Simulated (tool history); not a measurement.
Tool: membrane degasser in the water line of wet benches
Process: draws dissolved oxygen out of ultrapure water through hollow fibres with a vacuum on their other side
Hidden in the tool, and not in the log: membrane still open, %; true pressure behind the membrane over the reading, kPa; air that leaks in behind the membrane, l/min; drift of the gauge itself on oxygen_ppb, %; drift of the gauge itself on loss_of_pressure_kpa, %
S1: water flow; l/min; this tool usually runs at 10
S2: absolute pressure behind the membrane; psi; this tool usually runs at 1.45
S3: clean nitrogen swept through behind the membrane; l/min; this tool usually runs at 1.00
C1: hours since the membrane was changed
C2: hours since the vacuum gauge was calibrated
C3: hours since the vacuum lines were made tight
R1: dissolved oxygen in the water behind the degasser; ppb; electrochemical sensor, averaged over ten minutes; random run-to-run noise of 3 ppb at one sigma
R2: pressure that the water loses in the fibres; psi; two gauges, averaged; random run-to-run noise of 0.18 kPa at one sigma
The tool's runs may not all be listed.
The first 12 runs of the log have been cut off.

run	hour	S1	S2	S3	C1	C2	C3	R1	R2
13	1649.7	10	1.45	1.00	3962	3344	7394	338.7	4.902
# hour 1682.8: seals of the vacuum lines changed
14	1777.4	10	1.45	1.00	4088	3470	95	316.1	4.921
15	1949.4	10	1.45	1.00	4259	3642	267	323.9	4.936
# hour 2076.8: vacuum gauge calibrated
16	2118.4	10	1.45	1.00	4428	42	435	323.3	4.931
17	2332.0	10	1.86	1.00	4642	255	649	389.0	4.991
18	2455.1	10	2.06	0.97	4765	378	772	428.1	4.965
19	2541.0	10	0.93	1.23	4851	464	858	236.0	4.986
# hour 2661.3: vacuum gauge calibrated, once more
20	2740.0	10	0.93	1.23	5049	79	1056	231.0	4.982
21	2900.3	10	1.60	1.02	5209	239	1216	347.6	5.005
22	2997.4	11	1.75	2.48	5307	336	1314	318.6	5.481

Expected results for the next run?
23	3138.3	14	1.17	0.93	5447	477	1454	?	?

Run 23 yielded R1 576.6 ppb, R2 6.918 psi.
With no hidden state in the tool, this same run would have given R1 520.7 ppb, R2 6.601 psi.
